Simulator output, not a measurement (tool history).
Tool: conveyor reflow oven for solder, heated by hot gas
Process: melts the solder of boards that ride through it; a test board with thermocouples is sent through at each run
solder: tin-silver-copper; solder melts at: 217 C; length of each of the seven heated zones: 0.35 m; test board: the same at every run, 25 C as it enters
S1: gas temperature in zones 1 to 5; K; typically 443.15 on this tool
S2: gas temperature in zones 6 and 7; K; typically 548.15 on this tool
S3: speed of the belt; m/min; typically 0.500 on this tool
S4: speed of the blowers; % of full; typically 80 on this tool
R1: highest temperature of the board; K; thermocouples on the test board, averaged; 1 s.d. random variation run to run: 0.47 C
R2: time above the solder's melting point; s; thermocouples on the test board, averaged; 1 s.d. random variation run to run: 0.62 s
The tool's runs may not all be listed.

run    hour      S1      S2     S3  S4      R1    R2
  1     0.0  443.15  548.15  0.500  80  527.85  62.5
  2    40.8  443.15  548.15  0.500  80  527.05  61.5
  3    93.0  443.15  548.15  0.500  80  527.65  62.2
  4   129.7  443.15  548.15  0.500  80  527.45  60.5
  5   153.9  443.15  557.15  0.500  80  535.25  67.2
  6   177.2  443.15  548.15  0.500  80  528.45  61.3
  7   221.5  443.15  548.15  0.500  80  528.05  62.5
  8   263.0  443.15  548.15  0.500  80  527.75  62.0
  9   306.0  443.15  548.15  0.500  80  527.55  59.3
 10   335.5  443.15  548.15  0.500  80  527.35  61.2
 11   385.8  443.15  548.15  0.500  80  527.05  61.1
 12   429.0  443.15  548.15  0.500  80  527.45  61.4
 13   480.2  443.15  548.15  0.500  80  527.25  63.2
 14   513.9  443.15  548.15  0.500  80  527.05  61.6
      539.4  -- belt drive overhauled, speed set with a stopwatch
 15   556.7  443.15  548.15  0.500  80  528.55  61.8
 16   592.9  438.15  544.15  0.542  56  508.65  34.0
 17   620.4  443.15  548.15  0.479  81  529.75  66.0
 18   673.1  443.15  548.15  0.479  81  529.45  66.2
 19   697.6  443.15  548.15  0.479  58  520.85  56.7
      715.2  -- flux residue cleaned out of gas plates and filters
 20   744.5  438.15  543.15  0.572  84  518.05  44.7
 21   772.3  438.15  543.15  0.572  84  517.75  44.4
 22   826.5  438.15  543.15  0.572  84  518.25  45.5
 23   858.1  454.15  560.15  0.583  74  531.25  56.9
 24   902.5  457.15  560.15  0.583  74  531.95  58.8
 25   933.8  437.15  554.15  0.432  64  530.85  72.8
 26   983.6  437.15  552.15  0.432  73  532.55  74.4
 27  1020.5  437.15  552.15  0.432  73  531.75  74.1
 28  1070.6  443.15  551.15  0.451  81  533.05  73.9

Predict each of these 3 candidate next runs independently; none follows another, all start after run 28:
  A  1118.0  443.15  548.15  0.500  83   ?   ?
  B  1118.0  443.15  553.15  0.451  71   ?   ?
  C  1118.0  439.15  558.15  0.575  80   ?   ?

run      R1    R2
  A  528.75  62.9
  B  532.55  72.8
  C  528.75  52.3
Had the tool no hidden state, the same runs would have come out as:
run      R1    R2
  A  528.95  63.1
  B  532.65  72.9
  C  528.95  52.4
